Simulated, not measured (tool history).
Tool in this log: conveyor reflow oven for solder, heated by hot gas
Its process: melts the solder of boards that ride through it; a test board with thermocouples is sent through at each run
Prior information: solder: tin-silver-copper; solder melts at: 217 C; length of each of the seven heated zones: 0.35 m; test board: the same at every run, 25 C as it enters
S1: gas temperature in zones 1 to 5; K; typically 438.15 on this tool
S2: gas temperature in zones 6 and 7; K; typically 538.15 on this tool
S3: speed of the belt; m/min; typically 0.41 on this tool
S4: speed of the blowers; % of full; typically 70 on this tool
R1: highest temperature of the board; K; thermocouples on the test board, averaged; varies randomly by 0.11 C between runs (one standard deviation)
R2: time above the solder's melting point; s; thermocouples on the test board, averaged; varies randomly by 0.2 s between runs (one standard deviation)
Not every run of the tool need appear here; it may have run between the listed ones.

run,hour,S1,S2,S3,S4,R1,R2
1,0,438.15,538.15,0.41,70,526.55,75.6
# hour 9.5: flux residue cleaned out of gas plates and filters
2,42.6,438.15,538.15,0.41,70,528.05,77.4
3,75.7,438.15,538.15,0.41,70,528.05,77.5
4,97.4,436.15,538.15,0.41,70,527.75,76.6
5,143.2,436.15,538.15,0.41,70,527.45,76.1
6,180.8,436.15,538.15,0.41,70,527.55,75.9
7,227.3,424.15,538.15,0.41,70,525.85,70.4
8,274.7,424.15,538.15,0.41,70,525.75,69.9
9,315.1,424.15,538.15,0.41,70,525.65,70.3
10,362.2,438.15,549.15,0.41,70,537.95,85.1
11,388.7,438.15,538.15,0.41,70,527.35,77.1
12,417.2,438.15,538.15,0.41,70,527.25,77.1
13,448.1,438.15,538.15,0.41,70,527.35,76.8
# hour 470.7: flux residue cleaned out of gas plates and filters
14,478.7,438.15,538.15,0.41,70,528.85,78.8
15,529.2,438.15,538.15,0.41,64,527.85,77.5
16,579,444.15,538.15,0.41,70,529.55,82.3
17,625.6,444.15,549.15,0.41,76,540.95,90.1
18,677.9,438.15,537.15,0.41,65,526.85,76.7
19,704.1,438.15,537.15,0.41,65,526.85,76.3
20,731,428.15,530.15,0.482,62,512.55,45.4
21,781.7,428.15,530.15,0.482,62,512.55,45.1
22,831,428.15,530.15,0.482,60,511.95,44
23,864.6,430.15,548.15,0.432,85,537.85,78.9
24,893,449.15,549.15,0.484,86,537.95,76.1
# hour 932.8: flux residue cleaned out of gas plates and filters
25,933.5,449.15,549.15,0.484,86,539.75,77.6
# hour 943.8: thermocouples of zones 6 and 7 changed
26,969.3,449.15,538.15,0.473,58,522.85,65.9
27,999.5,449.15,538.15,0.473,58,522.55,66.3
28,1022.8,449.15,538.15,0.473,58,522.55,65.8
29,1052.8,438.15,552.15,0.467,70,536.75,74
30,1088,438.15,552.15,0.408,70,540.95,89.4
31,1122.6,438.15,538.15,0.395,81,529.95,85.3
32,1144.9,438.15,532.15,0.41,70,521.85,73.1

3 options for the next run, each taken on its own from the tool as it stands now. Forecast them:
A,1182.3,448.15,543.15,0.41,51,?,?
B,1182.3,427.15,532.15,0.428,70,?,?
C,1182.3,438.15,533.15,0.389,90,?,?

run,R1,R2
A,529.15,83.8
B,519.05,62.6
C,526.55,84.7
Had the tool no hidden state, the same runs would have come out as:
run,R1,R2
A,528.55,81.4
B,518.75,61.1
C,526.25,82.9
